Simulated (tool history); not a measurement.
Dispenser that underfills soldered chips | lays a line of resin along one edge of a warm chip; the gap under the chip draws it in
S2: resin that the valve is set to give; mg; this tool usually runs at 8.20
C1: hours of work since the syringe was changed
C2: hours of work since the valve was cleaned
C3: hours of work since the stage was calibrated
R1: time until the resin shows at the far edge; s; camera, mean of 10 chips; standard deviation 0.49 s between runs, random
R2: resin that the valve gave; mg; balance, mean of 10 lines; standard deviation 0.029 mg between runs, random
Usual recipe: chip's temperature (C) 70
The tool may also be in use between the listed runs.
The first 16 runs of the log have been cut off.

At day 3.946: new syringe of resin.
Run 17, day 4.121: usual settings but chip's temperature (C) 56; C1 3; C2 16; C3 133. Result: R1 86.7 s, R2 8.10 mg.
At day 4.342: new syringe of resin.
Run 18, day 4.421: usual settings but chip's temperature (C) 56; C1 2; C2 21; C3 138. Result: R1 75.6 s, R2 8.07 mg.
Run 19, day 4.629: usual settings but chip's temperature (C) 62, S2 8.57 mg; C1 6; C2 25; C3 142. Result: R1 80.3 s, R2 8.39 mg.
At day 4.742: new syringe of resin.
Run 20, day 4.925: usual settings but S2 7.75 mg; C1 4; C2 30; C3 147. Result: R1 52.1 s, R2 7.58 mg.
At day 5.146: new syringe of resin.
Run 21, day 5.212: usual settings but S2 9.71 mg; C1 1; C2 36; C3 153. Result: R1 40.4 s, R2 9.43 mg.
Run 22, day 5.421: usual settings but S2 9.71 mg; C1 5; C2 40; C3 157. Result: R1 55.4 s, R2 9.32 mg.
At day 5.554: new syringe of resin.
Run 23, day 5.742: usual settings but S2 8.23 mg; C1 4; C2 46; C3 163. Result: R1 49.9 s, R2 7.90 mg.
At day 5.950: new syringe of resin.
Run 24, day 5.971: usual settings but S2 7.15 mg; C1 0; C2 50; C3 167. Result: R1 41.4 s, R2 6.85 mg.
Run 25, day 6.221: usual settings but S2 7.15 mg; C1 5; C2 54; C3 171. Result: R1 60.0 s, R2 6.91 mg.
At day 6.367: new syringe of resin.
Run 26, day 6.396: usual settings but S2 7.15 mg; C1 1; C2 58; C3 175. Result: R1 42.3 s, R2 6.86 mg.
Run 27, day 6.538: usual settings but chip's temperature (C) 72, S2 7.15 mg; C1 3; C2 60; C3 177. Result: R1 48.5 s, R2 6.87 mg.
Run 28, day 6.746: usual settings but chip's temperature (C) 65, S2 9.18 mg; C1 7; C2 64; C3 181. Result: R1 78.9 s, R2 8.70 mg.
At day 6.779: new syringe of resin.
Run 29, day 7.000: usual settings but chip's temperature (C) 65, S2 9.18 mg; C1 4; C2 69; C3 186. Result: R1 62.8 s, R2 8.67 mg.
At day 7.183: new syringe of resin.
Run 30, day 7.221: usual settings but chip's temperature (C) 74, S2 9.46 mg; C1 1; C2 73; C3 190. Result: R1 33.5 s, R2 8.91 mg.
Run 31, day 7.462: usual settings but chip's temperature (C) 61, S2 9.37 mg; C1 5; C2 77; C3 194. Result: R1 80.9 s, R2 8.78 mg.
At day 7.588: new syringe of resin.
At day 7.629: dispensing valve cleaned and set on the balance.
Run 32, day 7.825: usual settings but chip's temperature (C) 61, S2 9.37 mg; C1 4; C2 4; C3 200. Result: R1 69.5 s, R2 9.40 mg.
At day 8.025: new syringe of resin.
Run 33, day 8.112: usual settings but chip's temperature (C) 63, S2 9.14 mg; C1 2; C2 9; C3 206. Result: R1 54.8 s, R2 9.13 mg.
Run 34, day 8.292: usual settings but chip's temperature (C) 82, S2 9.14 mg; C1 5; C2 12; C3 209. Result: R1 35.2 s, R2 9.07 mg.
At day 8.438: new syringe of resin.
Run 35, day 8.604: usual settings but chip's temperature (C) 82, S2 9.14 mg; C1 3; C2 18; C3 215. Result: R1 29.5 s, R2 8.99 mg.

Each row is a separate what-if for the run after 35, all from the same tool condition, not one after another. Results?
Run A, day 8.808: usual settings but chip's temperature (C) 69, S2 8.37 mg; C1 7; C2 22; C3 219. Result: R1 ?, R2 ?.
Run B, day 8.808: usual settings but chip's temperature (C) 72, S2 7.27 mg; C1 7; C2 22; C3 219. Result: R1 ?, R2 ?.
Run C, day 8.808: usual settings but S2 7.04 mg; C1 7; C2 22; C3 219. Result: R1 ?, R2 ?.
Run D, day 8.808: usual settings but chip's temperature (C) 60; C1 7; C2 22; C3 219. Result: R1 ?, R2 ?.

run    R1    R2
  A  68.5  8.16
  B  62.7  7.20
  C  69.3  6.90
  D  97.9  8.07
What these runs would have given with no unlogged condition in the tool:
run    R1    R2
  A  39.5  8.30
  B  36.0  7.32
  C  39.8  7.03
  D  56.6  8.21
